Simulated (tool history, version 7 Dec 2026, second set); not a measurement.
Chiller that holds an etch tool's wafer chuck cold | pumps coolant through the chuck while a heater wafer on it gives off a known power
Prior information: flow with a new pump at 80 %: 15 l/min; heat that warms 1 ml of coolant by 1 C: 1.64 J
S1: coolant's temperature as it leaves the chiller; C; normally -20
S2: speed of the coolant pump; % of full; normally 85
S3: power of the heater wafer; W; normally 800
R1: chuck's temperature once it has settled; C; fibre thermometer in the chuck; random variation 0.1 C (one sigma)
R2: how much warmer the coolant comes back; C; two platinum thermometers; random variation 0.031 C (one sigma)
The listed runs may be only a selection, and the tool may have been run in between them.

run,hour,S1,S2,S3,R1,R2
1,0,-20,85,800,-14.5,1.84
2,30.9,-20,67,800,-13.5,2.34
3,71.8,-20,67,800,-13.2,2.32
4,111.4,-20,67,800,-13.5,2.37
5,145.1,-20,67,800,-13.3,2.28
6,190.5,-20,67,800,-13.5,2.37
7,237.3,-20,85,875,-13.9,2.03
8,265.6,-20,85,800,-14.4,1.91
9,296.8,-20,85,800,-14.5,1.86
# hour 301.3: chiller's thermometer calibrated
10,325.4,-20,85,800,-14.2,1.88
11,371.1,-20,85,800,-14.3,1.87
12,423.9,-20,85,800,-14.5,1.89
# hour 436.9: chiller's thermometer calibrated, once more
13,473.8,-20,85,800,-14.2,1.9
14,501.8,-20,85,800,-14.5,1.95
15,528.3,-20,85,800,-14.4,1.88
16,557.1,-20,85,960,-13.3,2.34
17,594.3,-20,98,489,-16.9,1.07
18,637.8,-27,85,748,-21.9,1.74
19,662.7,-27,66,748,-20.6,2.3
20,686.5,-20,84,499,-16.2,1.2
21,738.8,-20,85,698,-14.8,1.64
22,760.7,-22,89,526,-18.4,1.15
23,800.6,-22,89,526,-18.4,1.18
24,853.5,-22,89,526,-18.6,1.17
25,882,-24,85,755,-18.6,1.77
26,919.3,-15,66,535,-10.4,1.62
27,952.3,-20,97,770,-15.1,1.55
28,980.6,-30,63,800,-22.8,2.57
29,1033.6,-30,63,800,-22.9,2.55
30,1069.6,-30,63,800,-22.7,2.57
31,1112.9,-30,63,800,-22.8,2.53
32,1146.1,-18,66,490,-13.9,1.46

How would selected steps in R1 from run to run divide? Give the signed amount a tool lacking its hidden state would still show from settings, what came in and random variation, and the signed amount left for the hidden state, including any gauge scatter that is not in both of the compared results.
The hidden state here: heat passed by the chuck's channels, % of clean ones'; flow at a given pump speed, % of a new pump's; coolant's true temperature over the reading, C; drift of the gauge itself on chuck_c, C; drift of the gauge itself on warmer_back_c, C.
Run 16 -> 17: S2 85 -> 98, S3 960 -> 489. R1 -3.6 C: hidden state -0.3, all else -3.3.
Run 17 -> 18: S1 -20 -> -27, S2 98 -> 85, S3 489 -> 748. R1 -5 C: hidden state +0.2, all else -5.2.
Run 25 -> 26: S1 -24 -> -15, S2 85 -> 66, S3 755 -> 535. R1 +8.2 C: hidden state +0, all else +8.2.
Run 27 -> 28: S1 -20 -> -30, S2 97 -> 63, S3 770 -> 800. R1 -7.7 C: hidden state +0.3, all else -8.
Run 31 -> 32: S1 -30 -> -18, S2 63 -> 66, S3 800 -> 490. R1 +8.9 C: hidden state -0.2, all else +9.1.
